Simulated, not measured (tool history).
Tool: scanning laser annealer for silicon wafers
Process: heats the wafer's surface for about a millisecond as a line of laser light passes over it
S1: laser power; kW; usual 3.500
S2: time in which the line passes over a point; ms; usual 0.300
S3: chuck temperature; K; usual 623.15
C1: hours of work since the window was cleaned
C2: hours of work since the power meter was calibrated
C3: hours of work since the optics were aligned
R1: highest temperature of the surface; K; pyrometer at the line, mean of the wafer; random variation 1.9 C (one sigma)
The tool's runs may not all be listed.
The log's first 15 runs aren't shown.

run 16 day=24.096 | S1=3.500 S2=0.251 S3=643.15 | C1=320 C2=36 C3=107 | R1=1333.15
run 17 day=25.433 | S1=3.500 S2=0.251 S3=643.15 | C1=338 C2=55 C3=125 | R1=1333.15
run 18 day=27.050 | S1=3.500 S2=0.251 S3=644.15 | C1=360 C2=77 C3=147 | R1=1326.15
run 19 day=28.517 | S1=3.500 S2=0.251 S3=644.15 | C1=380 C2=97 C3=167 | R1=1326.15
run 20 day=29.704 | S1=3.500 S2=0.251 S3=644.15 | C1=397 C2=113 C3=184 | R1=1323.15
run 21 day=30.983 | S1=3.642 S2=0.233 S3=585.15 | C1=414 C2=131 C3=201 | R1=1261.15
run 22 day=32.512 | S1=3.500 S2=0.226 S3=613.15 | C1=435 C2=152 C3=222 | R1=1253.15
-- day=33.025 window over the wafer cleaned
run 23 day=33.825 | S1=3.500 S2=0.226 S3=611.15 | C1=11 C2=169 C3=239 | R1=1279.15
run 24 day=35.254 | S1=2.989 S2=0.235 S3=634.15 | C1=31 C2=188 C3=258 | R1=1214.15
run 25 day=36.142 | S1=2.989 S2=0.241 S3=623.15 | C1=43 C2=200 C3=271 | R1=1211.15
run 26 day=38.067 | S1=3.151 S2=0.300 S3=630.15 | C1=69 C2=227 C3=297 | R1=1332.15
run 27 day=39.925 | S1=3.151 S2=0.300 S3=630.15 | C1=94 C2=252 C3=322 | R1=1330.15
run 28 day=41.062 | S1=3.151 S2=0.273 S3=630.15 | C1=110 C2=268 C3=338 | R1=1291.15
run 29 day=42.596 | S1=3.151 S2=0.273 S3=630.15 | C1=131 C2=289 C3=359 | R1=1288.15
run 30 day=44.521 | S1=3.151 S2=0.273 S3=630.15 | C1=157 C2=315 C3=385 | R1=1288.15
run 31 day=45.958 | S1=3.388 S2=0.284 S3=631.15 | C1=177 C2=335 C3=405 | R1=1350.15
run 32 day=46.983 | S1=3.388 S2=0.284 S3=631.15 | C1=191 C2=349 C3=419 | R1=1349.15
run 33 day=48.092 | S1=3.238 S2=0.284 S3=648.15 | C1=206 C2=364 C3=434 | R1=1334.15
run 34 day=49.696 | S1=3.500 S2=0.299 S3=623.15 | C1=228 C2=386 C3=456 | R1=1386.15
run 35 day=50.621 | S1=3.728 S2=0.309 S3=607.15 | C1=241 C2=398 C3=469 | R1=1435.15
run 36 day=51.571 | S1=3.830 S2=0.235 S3=583.15 | C1=254 C2=411 C3=482 | R1=1308.15
run 37 day=52.958 | S1=3.500 S2=0.332 S3=623.15 | C1=273 C2=430 C3=501 | R1=1427.15
run 38 day=54.525 | S1=3.089 S2=0.300 S3=645.15 | C1=294 C2=452 C3=522 | R1=1313.15

Forecast each of these 3 alternatives for the next run:
run A day=56.088 | S1=3.089 S2=0.300 S3=625.15 | C1=316 C2=473 C3=544 | R1=?
run B day=56.088 | S1=3.533 S2=0.366 S3=625.15 | C1=316 C2=473 C3=544 | R1=?
run C day=56.088 | S1=3.435 S2=0.341 S3=615.15 | C1=316 C2=473 C3=544 | R1=?

run=A R1=1296.15
run=B R1=1477.15
run=C R1=1411.15
Without the tool's hidden state the same runs would have given:
run=A R1=1327.15
run=B R1=1517.15
run=C R1=1448.15
